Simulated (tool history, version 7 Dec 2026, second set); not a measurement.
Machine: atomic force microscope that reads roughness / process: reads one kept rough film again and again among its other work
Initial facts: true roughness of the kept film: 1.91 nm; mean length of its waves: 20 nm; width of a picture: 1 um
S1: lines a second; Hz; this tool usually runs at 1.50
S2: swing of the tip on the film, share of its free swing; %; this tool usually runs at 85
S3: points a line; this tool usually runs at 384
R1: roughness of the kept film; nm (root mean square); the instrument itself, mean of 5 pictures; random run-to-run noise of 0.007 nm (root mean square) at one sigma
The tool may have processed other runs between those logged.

Run 1, hour 0.0: usual settings. Result: R1 1.397 nm (root mean square).
Run 2, hour 31.5: usual settings but S2 84 %. Result: R1 1.361 nm (root mean square).
Run 3, hour 59.1: usual settings but S1 0.76 Hz, S2 84 %. Result: R1 1.423 nm (root mean square).
Run 4, hour 92.5: usual settings but S1 0.76 Hz, S2 84 %. Result: R1 1.363 nm (root mean square).
At hour 98.5: new tip fitted.
Run 5, hour 114.8: usual settings but S1 3.03 Hz. Result: R1 1.201 nm (root mean square).
Run 6, hour 157.1: usual settings but S1 3.03 Hz. Result: R1 1.132 nm (root mean square).
At hour 199.1: new tip fitted.
Run 7, hour 201.1: usual settings but S1 3.03 Hz. Result: R1 1.215 nm (root mean square).
Run 8, hour 248.5: usual settings but S1 3.03 Hz, S3 786. Result: R1 1.144 nm (root mean square).
Run 9, hour 284.2: usual settings but S1 3.03 Hz, S3 786. Result: R1 1.109 nm (root mean square).
At hour 300.5: new tip fitted.
Run 10, hour 329.5: usual settings but S3 448. Result: R1 1.373 nm (root mean square).
Run 11, hour 372.2: usual settings but S3 448. Result: R1 1.316 nm (root mean square).
Run 12, hour 396.4: usual settings. Result: R1 1.260 nm (root mean square).
At hour 402.3: new tip fitted.
Run 13, hour 422.9: usual settings. Result: R1 1.368 nm (root mean square).
Run 14, hour 455.8: usual settings. Result: R1 1.325 nm (root mean square).
Run 15, hour 498.4: usual settings. Result: R1 1.252 nm (root mean square).
At hour 503.0: new tip fitted.
Run 16, hour 531.5: usual settings. Result: R1 1.366 nm (root mean square).
Run 17, hour 575.8: usual settings. Result: R1 1.287 nm (root mean square).
At hour 579.5: height scale calibrated on a step standard.
At hour 607.8: new tip fitted.
Run 18, hour 608.7: usual settings. Result: R1 1.392 nm (root mean square).
Run 19, hour 643.1: usual settings. Result: R1 1.327 nm (root mean square).
Run 20, hour 670.0: usual settings. Result: R1 1.289 nm (root mean square).
Run 21, hour 701.5: usual settings but S2 86 %. Result: R1 1.238 nm (root mean square).
At hour 709.0: new tip fitted.
Run 22, hour 724.6: usual settings but S2 86 %. Result: R1 1.342 nm (root mean square).
At hour 751.8: height scale calibrated on a step standard, once more.
Run 23, hour 773.9: usual settings but S2 71 %. Result: R1 1.435 nm (root mean square).
At hour 813.2: new tip fitted.
Run 24, hour 816.6: usual settings. Result: R1 1.431 nm (root mean square).
Run 25, hour 852.0: usual settings but S2 82 %. Result: R1 1.386 nm (root mean square).
Run 26, hour 894.2: usual settings but S2 82 %. Result: R1 1.313 nm (root mean square).
At hour 915.9: new tip fitted.
Run 27, hour 919.7: usual settings but S2 66 %, S3 719. Result: R1 1.623 nm (root mean square).
Run 28, hour 947.8: usual settings but S2 66 %, S3 719. Result: R1 1.544 nm (root mean square).
Run 29, hour 983.8: usual settings but S1 0.98 Hz, S2 81 %, S3 554. Result: R1 1.433 nm (root mean square).
Run 30, hour 1014.0: usual settings but S1 0.98 Hz, S2 81 %, S3 554. Result: R1 1.365 nm (root mean square).
At hour 1018.8: new tip fitted.
Run 31, hour 1057.5: usual settings but S1 3.56 Hz, S2 58 %, S3 824. Result: R1 1.487 nm (root mean square).
Run 32, hour 1081.3: usual settings but S1 3.56 Hz, S2 58 %, S3 824. Result: R1 1.454 nm (root mean square).
At hour 1120.1: new tip fitted.
Run 33, hour 1125.0: usual settings but S1 2.06 Hz, S3 841. Result: R1 1.366 nm (root mean square).
Run 34, hour 1146.8: usual settings but S1 2.57 Hz, S3 841. Result: R1 1.256 nm (root mean square).
Run 35, hour 1183.2: usual settings but S1 1.62 Hz, S2 86 %, S3 841. Result: R1 1.324 nm (root mean square).
Run 36, hour 1214.9: usual settings but S1 1.62 Hz, S2 86 %, S3 841. Result: R1 1.274 nm (root mean square).
At hour 1223.7: new tip fitted.
Run 37, hour 1236.9: usual settings but S1 1.62 Hz, S2 68 %, S3 393. Result: R1 1.547 nm (root mean square).
Run 38, hour 1266.8: usual settings but S1 2.10 Hz, S2 77 %, S3 393. Result: R1 1.379 nm (root mean square).
Run 39, hour 1298.5: usual settings but S3 439. Result: R1 1.320 nm (root mean square).
Run 40, hour 1323.5: usual settings but S1 1.00 Hz, S2 81 %, S3 439. Result: R1 1.361 nm (root mean square).
At hour 1327.8: new tip fitted.
Run 41, hour 1352.1: usual settings but S1 0.88 Hz, S2 65 %, S3 930. Result: R1 1.609 nm (root mean square).
Run 42, hour 1371.8: usual settings but S2 84 %. Result: R1 1.365 nm (root mean square).
Run 43, hour 1392.8: usual settings but S2 84 %. Result: R1 1.331 nm (root mean square).
Run 44, hour 1413.8: usual settings but S1 2.06 Hz, S2 84 %, S3 475. Result: R1 1.233 nm (root mean square).
At hour 1428.4: new tip fitted.
Run 45, hour 1447.6: usual settings but S1 2.06 Hz, S2 84 %, S3 475. Result: R1 1.336 nm (root mean square).
Run 46, hour 1482.5: usual settings but S1 1.15 Hz, S2 84 %, S3 475. Result: R1 1.406 nm (root mean square).
Run 47, hour 1501.9: usual settings but S1 1.33 Hz, S2 77 %, S3 263. Result: R1 1.372 nm (root mean square).
Run 48, hour 1522.7: usual settings but S1 1.61 Hz, S2 63 %. Result: R1 1.420 nm (root mean square).
At hour 1529.6: new tip fitted.
Run 49, hour 1559.1: usual settings but S1 1.61 Hz, S2 63 %. Result: R1 1.527 nm (root mean square).
Run 50, hour 1587.3: usual settings but S1 0.69 Hz, S2 80 %, S3 303. Result: R1 1.461 nm (root mean square).
Run 51, hour 1622.9: usual settings but S1 2.72 Hz, S3 427. Result: R1 1.127 nm (root mean square).

Selected run-to-run steps in R1, each split into two signed amounts: the part the tool would show with no hidden state at all (from settings, incoming material and random variation), and the remainder, which goes to the hidden state together with any gauge scatter not common to the measured and the hidden-state-free results:
The hidden state here: radius of the tip, nm; height scale over the true one, %; drift of the gauge itself on roughness_nm, %.
Run 4 -> 5: S1 0.76 -> 3.03, S2 84 -> 85, new tip fitted. R1 -0.162 nm (root mean square): hidden state +0.159, all else -0.321.
Run 26 -> 27: S2 82 -> 66, S3 384 -> 719, new tip fitted. R1 +0.310 nm (root mean square): hidden state +0.140, all else +0.170.
Run 36 -> 37: S2 86 -> 68, S3 841 -> 393, new tip fitted. R1 +0.273 nm (root mean square): hidden state +0.127, all else +0.146.
Run 40 -> 41: S1 1.00 -> 0.88, S2 81 -> 65, S3 439 -> 930, new tip fitted. R1 +0.248 nm (root mean square): hidden state +0.130, all else +0.118.
Run 50 -> 51: S1 0.69 -> 2.72, S2 80 -> 85, S3 303 -> 427. R1 -0.334 nm (root mean square): hidden state -0.020, all else -0.314.

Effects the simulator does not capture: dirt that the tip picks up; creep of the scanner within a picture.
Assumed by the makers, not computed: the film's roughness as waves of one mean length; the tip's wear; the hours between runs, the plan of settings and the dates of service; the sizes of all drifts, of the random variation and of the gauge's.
